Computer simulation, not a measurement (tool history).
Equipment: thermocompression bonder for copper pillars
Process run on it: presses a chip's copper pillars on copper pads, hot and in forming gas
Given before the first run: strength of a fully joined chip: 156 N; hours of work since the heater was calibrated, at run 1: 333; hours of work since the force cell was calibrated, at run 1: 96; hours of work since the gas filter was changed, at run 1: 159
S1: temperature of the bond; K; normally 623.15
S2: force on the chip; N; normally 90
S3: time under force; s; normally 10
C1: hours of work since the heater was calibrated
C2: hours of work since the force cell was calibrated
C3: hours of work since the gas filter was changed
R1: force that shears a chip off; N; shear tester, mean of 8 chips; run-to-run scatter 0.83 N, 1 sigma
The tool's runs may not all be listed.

{"run": 1, "hour": 0.0, "S1": 623.15, "S2": 90, "S3": 10, "C1": 333, "C2": 96, "C3": 159, "R1": 61.7}
{"run": 2, "hour": 4.9, "S1": 623.15, "S2": 90, "S3": 10, "C1": 336, "C2": 98, "C3": 161, "R1": 61.5}
{"run": 3, "hour": 10.0, "S1": 623.15, "S2": 90, "S3": 30, "C1": 338, "C2": 101, "C3": 163, "R1": 89.2}
{"run": 4, "hour": 16.4, "S1": 623.15, "S2": 90, "S3": 30, "C1": 341, "C2": 104, "C3": 166, "R1": 91}
{"run": 5, "hour": 23.4, "S1": 623.15, "S2": 90, "S3": 6, "C1": 344, "C2": 107, "C3": 170, "R1": 50}
{"run": 6, "hour": 30.0, "S1": 623.15, "S2": 112, "S3": 10, "C1": 347, "C2": 110, "C3": 173, "R1": 67.5}
{"run": 7, "hour": 36.3, "S1": 623.15, "S2": 112, "S3": 10, "C1": 350, "C2": 113, "C3": 176, "R1": 69.3}
{"run": 8, "hour": 42.5, "S1": 623.15, "S2": 90, "S3": 10, "C1": 353, "C2": 116, "C3": 179, "R1": 61.9}
{"run": 9, "hour": 50.0, "S1": 623.15, "S2": 90, "S3": 10, "C1": 357, "C2": 119, "C3": 182, "R1": 61.5}
{"run": 10, "hour": 57.4, "S1": 623.15, "S2": 90, "S3": 5, "C1": 360, "C2": 123, "C3": 186, "R1": 46.6}
{"run": 11, "hour": 62.9, "S1": 623.15, "S2": 90, "S3": 5, "C1": 363, "C2": 126, "C3": 188, "R1": 45.8}
{"run": 12, "hour": 69.1, "S1": 623.15, "S2": 90, "S3": 10, "C1": 366, "C2": 128, "C3": 191, "R1": 61.4}
{"run": 13, "hour": 79.3, "S1": 623.15, "S2": 57, "S3": 10, "C1": 371, "C2": 133, "C3": 196, "R1": 46.8}
{"run": 14, "hour": 90.3, "S1": 650.15, "S2": 90, "S3": 10, "C1": 376, "C2": 138, "C3": 201, "R1": 73.7}
{"run": 15, "hour": 97.7, "S1": 623.15, "S2": 90, "S3": 10, "C1": 379, "C2": 142, "C3": 205, "R1": 61.4}
{"run": 16, "hour": 103.2, "S1": 623.15, "S2": 90, "S3": 10, "C1": 382, "C2": 144, "C3": 207, "R1": 60.7}
{"run": 17, "hour": 110.1, "S1": 623.15, "S2": 90, "S3": 10, "C1": 385, "C2": 148, "C3": 211, "R1": 60.5}
{"run": 18, "hour": 119.7, "S1": 623.15, "S2": 90, "S3": 10, "C1": 390, "C2": 152, "C3": 215, "R1": 61.3}
{"run": 19, "hour": 126.2, "S1": 623.15, "S2": 90, "S3": 10, "C1": 393, "C2": 155, "C3": 218, "R1": 59.2}
{"run": 20, "hour": 135.1, "S1": 623.15, "S2": 90, "S3": 10, "C1": 397, "C2": 160, "C3": 222, "R1": 60}
{"run": 21, "hour": 142.4, "S1": 623.15, "S2": 90, "S3": 10, "C1": 400, "C2": 163, "C3": 226, "R1": 60.2}
{"run": 22, "hour": 148.3, "S1": 638.15, "S2": 90, "S3": 15, "C1": 403, "C2": 166, "C3": 229, "R1": 78.4}
{"run": 23, "hour": 154.8, "S1": 638.15, "S2": 90, "S3": 15, "C1": 406, "C2": 169, "C3": 232, "R1": 76.9}
{"run": 24, "hour": 163.0, "S1": 628.15, "S2": 132, "S3": 12, "C1": 410, "C2": 173, "C3": 236, "R1": 82}
{"hour": 166.0, "done": "heater calibrated with a thermocouple chip"}
{"run": 25, "hour": 173.4, "S1": 623.15, "S2": 82, "S3": 10, "C1": 3, "C2": 177, "C3": 240, "R1": 55.3}
{"run": 26, "hour": 182.9, "S1": 613.15, "S2": 77, "S3": 6, "C1": 8, "C2": 181, "C3": 244, "R1": 38.9}
{"run": 27, "hour": 189.3, "S1": 613.15, "S2": 77, "S3": 6, "C1": 11, "C2": 184, "C3": 247, "R1": 39.3}
{"run": 28, "hour": 195.2, "S1": 623.15, "S2": 57, "S3": 19, "C1": 14, "C2": 187, "C3": 250, "R1": 56.6}
{"run": 29, "hour": 199.9, "S1": 623.15, "S2": 64, "S3": 8, "C1": 16, "C2": 189, "C3": 252, "R1": 43.9}
{"hour": 204.0, "done": "heater calibrated with a thermocouple chip, once more"}
{"run": 30, "hour": 208.6, "S1": 608.15, "S2": 63, "S3": 25, "C1": 2, "C2": 192, "C3": 255, "R1": 64.8}
{"run": 31, "hour": 213.8, "S1": 608.15, "S2": 63, "S3": 25, "C1": 5, "C2": 195, "C3": 258, "R1": 67.1}
{"run": 32, "hour": 223.6, "S1": 623.15, "S2": 79, "S3": 10, "C1": 9, "C2": 199, "C3": 262, "R1": 58.2}
{"run": 33, "hour": 233.5, "S1": 632.15, "S2": 69, "S3": 20, "C1": 14, "C2": 204, "C3": 267, "R1": 74.7}
{"run": 34, "hour": 239.5, "S1": 623.15, "S2": 98, "S3": 11, "C1": 17, "C2": 207, "C3": 270, "R1": 68.6}
{"run": 35, "hour": 244.5, "S1": 641.15, "S2": 98, "S3": 11, "C1": 19, "C2": 209, "C3": 272, "R1": 76.7}
{"run": 36, "hour": 249.5, "S1": 609.15, "S2": 56, "S3": 7, "C1": 21, "C2": 212, "C3": 275, "R1": 36.4}
{"run": 37, "hour": 259.8, "S1": 599.15, "S2": 90, "S3": 25, "C1": 26, "C2": 217, "C3": 279, "R1": 72.4}
{"run": 38, "hour": 268.4, "S1": 636.15, "S2": 91, "S3": 23, "C1": 30, "C2": 221, "C3": 283, "R1": 90.4}
{"run": 39, "hour": 278.7, "S1": 652.15, "S2": 81, "S3": 9, "C1": 35, "C2": 225, "C3": 288, "R1": 71.4}
{"run": 40, "hour": 286.8, "S1": 619.15, "S2": 65, "S3": 11, "C1": 39, "C2": 229, "C3": 292, "R1": 53.9}

How would selected steps in R1 from run to run divide? Give the signed amount a tool lacking its hidden state would still show from settings, what came in and random variation, and the signed amount left for the hidden state, including any gauge scatter that is not in both of the compared results.
The hidden state here: true temperature of the bond over the reading, C; force that reaches the chip, % of what is set; oxide that the forming gas leaves, % of the face; drift of the gauge itself on shear_n, %.
Run 4 -> 5: S3 30 -> 6. R1 -41 N: hidden state +2, all else -43.
Run 27 -> 28: S1 613.15 -> 623.15, S2 77 -> 57, S3 6 -> 19. R1 +17.3 N: hidden state -2.3, all else +19.6.
Run 29 -> 30: S1 623.15 -> 608.15, S2 64 -> 63, S3 8 -> 25, heater calibrated with a thermocouple chip, once more. R1 +20.9 N: hidden state +3.9, all else +17.
Run 35 -> 36: S1 641.15 -> 609.15, S2 98 -> 56, S3 11 -> 7. R1 -40.3 N: hidden state +2, all else -42.3.
Run 36 -> 37: S1 609.15 -> 599.15, S2 56 -> 90, S3 7 -> 25. R1 +36 N: hidden state -2.1, all else +38.1.
